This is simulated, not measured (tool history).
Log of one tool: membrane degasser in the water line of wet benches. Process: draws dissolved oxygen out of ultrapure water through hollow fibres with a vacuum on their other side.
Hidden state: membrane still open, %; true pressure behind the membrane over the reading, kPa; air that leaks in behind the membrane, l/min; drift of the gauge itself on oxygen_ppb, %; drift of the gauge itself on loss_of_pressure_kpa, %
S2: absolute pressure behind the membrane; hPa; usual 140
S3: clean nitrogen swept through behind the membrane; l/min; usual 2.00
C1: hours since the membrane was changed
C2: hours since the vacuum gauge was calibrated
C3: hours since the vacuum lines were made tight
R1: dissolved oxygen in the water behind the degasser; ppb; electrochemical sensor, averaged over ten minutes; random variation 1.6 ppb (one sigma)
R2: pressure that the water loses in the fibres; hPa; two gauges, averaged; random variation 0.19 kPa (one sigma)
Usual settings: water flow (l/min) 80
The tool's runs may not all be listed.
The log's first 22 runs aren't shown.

Run 23, hour 2368.1: usual settings but water flow (l/min) 52, S2 183 hPa, S3 2.63 l/min; C1 6388; C2 328; C3 4305. Result: R1 626.1 ppb, R2 274.2 hPa.
Run 24, hour 2491.9: usual settings but water flow (l/min) 52, S2 183 hPa, S3 2.63 l/min; C1 6512; C2 452; C3 4429. Result: R1 628.1 ppb, R2 272.9 hPa.
Run 25, hour 2591.3: usual settings but S2 122 hPa, S3 1.91 l/min; C1 6611; C2 551; C3 4528. Result: R1 702.9 ppb, R2 424.9 hPa.
Run 26, hour 2729.9: usual settings but water flow (l/min) 114; C1 6750; C2 690; C3 4666. Result: R1 1039.6 ppb, R2 607.5 hPa.
Run 27, hour 2855.0: usual settings but water flow (l/min) 92, S2 116 hPa; C1 6875; C2 815; C3 4792. Result: R1 712.9 ppb, R2 484.6 hPa.
Run 28, hour 2994.1: usual settings but water flow (l/min) 52, S3 1.73 l/min; C1 7014; C2 954; C3 4931. Result: R1 644.6 ppb, R2 275.0 hPa.
Run 29, hour 3080.6: usual settings but water flow (l/min) 107, S2 226 hPa, S3 3.34 l/min; C1 7101; C2 1041; C3 5017. Result: R1 1156.4 ppb, R2 565.8 hPa.
Run 30, hour 3195.9: usual settings but water flow (l/min) 107, S2 226 hPa, S3 3.34 l/min; C1 7216; C2 1156; C3 5132. Result: R1 1154.1 ppb, R2 561.7 hPa.
Run 31, hour 3344.1: usual settings but water flow (l/min) 107, S2 226 hPa, S3 3.34 l/min; C1 7364; C2 1304; C3 5281. Result: R1 1159.0 ppb, R2 573.7 hPa.
Run 32, hour 3410.8: usual settings but water flow (l/min) 107, S2 226 hPa, S3 3.34 l/min; C1 7431; C2 1371; C3 5347. Result: R1 1157.4 ppb, R2 570.1 hPa.
Run 33, hour 3488.8: usual settings but water flow (l/min) 107, S2 226 hPa, S3 3.34 l/min; C1 7509; C2 1449; C3 5425. Result: R1 1154.5 ppb, R2 571.2 hPa.

3 ways to go on from here, each from the tool as it stands after run 33. What would each give?
Run A, hour 3628.5: usual settings but water flow (l/min) 88; C1 7649; C2 1588; C3 5565. Result: R1 ?, R2 ?.
Run B, hour 3628.5: usual settings but water flow (l/min) 107, S2 170 hPa, S3 3.34 l/min; C1 7649; C2 1588; C3 5565. Result: R1 ?, R2 ?.
Run C, hour 3628.5: usual settings but water flow (l/min) 126, S2 271 hPa, S3 1.58 l/min; C1 7649; C2 1588; C3 5565. Result: R1 ?, R2 ?.

run      R1     R2
  A   869.0  470.8
  B   856.7  570.4
  C  2487.4  667.2
Without the tool's hidden state the same runs would have given:
run      R1     R2
  A   860.3  445.5
  B   847.6  539.5
  C  2480.1  631.1
